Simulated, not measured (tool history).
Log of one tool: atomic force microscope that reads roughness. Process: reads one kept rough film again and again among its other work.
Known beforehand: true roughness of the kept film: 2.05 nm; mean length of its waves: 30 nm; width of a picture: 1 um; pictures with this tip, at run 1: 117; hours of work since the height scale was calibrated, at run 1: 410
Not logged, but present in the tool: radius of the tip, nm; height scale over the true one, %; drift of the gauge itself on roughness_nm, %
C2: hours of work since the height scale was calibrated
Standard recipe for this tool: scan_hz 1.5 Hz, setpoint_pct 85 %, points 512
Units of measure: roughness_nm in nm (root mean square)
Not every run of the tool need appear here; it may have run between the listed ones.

run 1 hour=0 | scan_hz=1.5 setpoint_pct=85 points=512 | pictures_with_this_tip=117 C2=410 | roughness_nm=1.51
run 2 hour=43.6 | scan_hz=1.5 setpoint_pct=85 points=512 | pictures_with_this_tip=178 C2=435 | roughness_nm=1.448
-- hour=67 new tip fitted
run 3 hour=75.2 | scan_hz=1.5 setpoint_pct=85 points=512 | pictures_with_this_tip=11 C2=453 | roughness_nm=1.596
run 4 hour=105.5 | scan_hz=1.5 setpoint_pct=85 points=512 | pictures_with_this_tip=54 C2=470 | roughness_nm=1.557
run 5 hour=136.9 | scan_hz=1.82 setpoint_pct=85 points=512 | pictures_with_this_tip=98 C2=488 | roughness_nm=1.445
run 6 hour=164.8 | scan_hz=1.82 setpoint_pct=85 points=512 | pictures_with_this_tip=136 C2=504 | roughness_nm=1.433
run 7 hour=197.8 | scan_hz=1.82 setpoint_pct=85 points=512 | pictures_with_this_tip=182 C2=523 | roughness_nm=1.376
-- hour=217.9 new tip fitted
run 8 hour=219.9 | scan_hz=1.82 setpoint_pct=65 points=512 | pictures_with_this_tip=3 C2=536 | roughness_nm=1.79
run 9 hour=241.7 | scan_hz=1.5 setpoint_pct=85 points=512 | pictures_with_this_tip=33 C2=548 | roughness_nm=1.568
run 10 hour=265.8 | scan_hz=1.5 setpoint_pct=85 points=512 | pictures_with_this_tip=67 C2=562 | roughness_nm=1.528
run 11 hour=298.2 | scan_hz=1.5 setpoint_pct=85 points=512 | pictures_with_this_tip=112 C2=581 | roughness_nm=1.496
run 12 hour=321.5 | scan_hz=1.5 setpoint_pct=85 points=512 | pictures_with_this_tip=144 C2=594 | roughness_nm=1.458
run 13 hour=347.1 | scan_hz=1.5 setpoint_pct=85 points=512 | pictures_with_this_tip=180 C2=609 | roughness_nm=1.441
-- hour=350.3 height scale calibrated on a step standard
-- hour=369.1 new tip fitted
run 14 hour=388.3 | scan_hz=1.5 setpoint_pct=85 points=512 | pictures_with_this_tip=26 C2=22 | roughness_nm=1.588
run 15 hour=417.9 | scan_hz=0.95 setpoint_pct=85 points=512 | pictures_with_this_tip=68 C2=39 | roughness_nm=1.654
run 16 hour=440.3 | scan_hz=0.95 setpoint_pct=85 points=512 | pictures_with_this_tip=99 C2=52 | roughness_nm=1.623
run 17 hour=486.9 | scan_hz=0.95 setpoint_pct=85 points=512 | pictures_with_this_tip=164 C2=78 | roughness_nm=1.557
-- hour=519.6 new tip fitted
run 18 hour=535.5 | scan_hz=1.5 setpoint_pct=85 points=512 | pictures_with_this_tip=22 C2=106 | roughness_nm=1.6
run 19 hour=568.9 | scan_hz=1.22 setpoint_pct=85 points=512 | pictures_with_this_tip=68 C2=125 | roughness_nm=1.606
-- hour=600.2 height scale calibrated on a step standard, once more
run 20 hour=605 | scan_hz=1.5 setpoint_pct=85 points=262 | pictures_with_this_tip=117 C2=3 | roughness_nm=1.46
run 21 hour=642.5 | scan_hz=1.5 setpoint_pct=85 points=262 | pictures_with_this_tip=170 C2=24 | roughness_nm=1.425
-- hour=670.7 new tip fitted
run 22 hour=681 | scan_hz=1.5 setpoint_pct=88 points=303 | pictures_with_this_tip=15 C2=46 | roughness_nm=1.543
run 23 hour=724.4 | scan_hz=1.5 setpoint_pct=88 points=303 | pictures_with_this_tip=75 C2=71 | roughness_nm=1.481
run 24 hour=758.4 | scan_hz=1.5 setpoint_pct=59 points=515 | pictures_with_this_tip=123 C2=91 | roughness_nm=1.721
run 25 hour=787.7 | scan_hz=1.5 setpoint_pct=59 points=515 | pictures_with_this_tip=164 C2=108 | roughness_nm=1.674
-- hour=820 new tip fitted
run 26 hour=827.8 | scan_hz=1.67 setpoint_pct=57 points=515 | pictures_with_this_tip=11 C2=131 | roughness_nm=1.869
run 27 hour=868.8 | scan_hz=1.67 setpoint_pct=57 points=515 | pictures_with_this_tip=68 C2=154 | roughness_nm=1.768
run 28 hour=900.4 | scan_hz=0.6 setpoint_pct=79 points=986 | pictures_with_this_tip=112 C2=173 | roughness_nm=1.73
run 29 hour=933.3 | scan_hz=3.11 setpoint_pct=75 points=862 | pictures_with_this_tip=158 C2=192 | roughness_nm=1.395
run 30 hour=958.1 | scan_hz=1.31 setpoint_pct=57 points=949 | pictures_with_this_tip=193 C2=206 | roughness_nm=1.673
-- hour=970.7 new tip fitted
run 31 hour=990.9 | scan_hz=0.56 setpoint_pct=78 points=462 | pictures_with_this_tip=29 C2=224 | roughness_nm=1.81
run 32 hour=1024.7 | scan_hz=2.03 setpoint_pct=78 points=522 | pictures_with_this_tip=76 C2=244 | roughness_nm=1.549
run 33 hour=1044.9 | scan_hz=2.01 setpoint_pct=61 points=399 | pictures_with_this_tip=104 C2=256 | roughness_nm=1.683
run 34 hour=1095.3 | scan_hz=2.01 setpoint_pct=61 points=399 | pictures_with_this_tip=174 C2=285 | roughness_nm=1.62
-- hour=1119.9 new tip fitted
run 35 hour=1136.2 | scan_hz=2.01 setpoint_pct=61 points=399 | pictures_with_this_tip=23 C2=308 | roughness_nm=1.787
run 36 hour=1173.9 | scan_hz=2.01 setpoint_pct=61 points=399 | pictures_with_this_tip=75 C2=330 | roughness_nm=1.732
run 37 hour=1215.6 | scan_hz=1.34 setpoint_pct=85 points=331 | pictures_with_this_tip=133 C2=354 | roughness_nm=1.494
run 38 hour=1258.6 | scan_hz=1.34 setpoint_pct=85 points=591 | pictures_with_this_tip=193 C2=378 | roughness_nm=1.45
-- hour=1270.9 new tip fitted
run 39 hour=1304.6 | scan_hz=1.34 setpoint_pct=85 points=591 | pictures_with_this_tip=47 C2=405 | roughness_nm=1.596
run 40 hour=1325.9 | scan_hz=1.5 setpoint_pct=85 points=941 | pictures_with_this_tip=76 C2=417 | roughness_nm=1.52
run 41 hour=1367.2 | scan_hz=1.5 setpoint_pct=85 points=941 | pictures_with_this_tip=134 C2=441 | roughness_nm=1.479

5 ways to go on from here, each from the tool as it stands after run 41. What would each give?
run A hour=1392.2 | scan_hz=1.5 setpoint_pct=60 points=512 | pictures_with_this_tip=169 C2=455 | roughness_nm=?
run B hour=1392.2 | scan_hz=2.15 setpoint_pct=85 points=444 | pictures_with_this_tip=169 C2=455 | roughness_nm=?
run C hour=1392.2 | scan_hz=1.69 setpoint_pct=68 points=473 | pictures_with_this_tip=169 C2=455 | roughness_nm=?
run D hour=1392.2 | scan_hz=1.04 setpoint_pct=85 points=649 | pictures_with_this_tip=169 C2=455 | roughness_nm=?
run E hour=1392.2 | scan_hz=1.5 setpoint_pct=85 points=379 | pictures_with_this_tip=169 C2=455 | roughness_nm=?

run=A roughness_nm=1.662
run=B roughness_nm=1.349
run=C roughness_nm=1.6
run=D roughness_nm=1.527
run=E roughness_nm=1.443
Take away the tool's hidden state, keep each run's random variation, and the runs would have read:
run=A roughness_nm=1.858
run=B roughness_nm=1.507
run=C roughness_nm=1.788
run=D roughness_nm=1.707
run=E roughness_nm=1.614

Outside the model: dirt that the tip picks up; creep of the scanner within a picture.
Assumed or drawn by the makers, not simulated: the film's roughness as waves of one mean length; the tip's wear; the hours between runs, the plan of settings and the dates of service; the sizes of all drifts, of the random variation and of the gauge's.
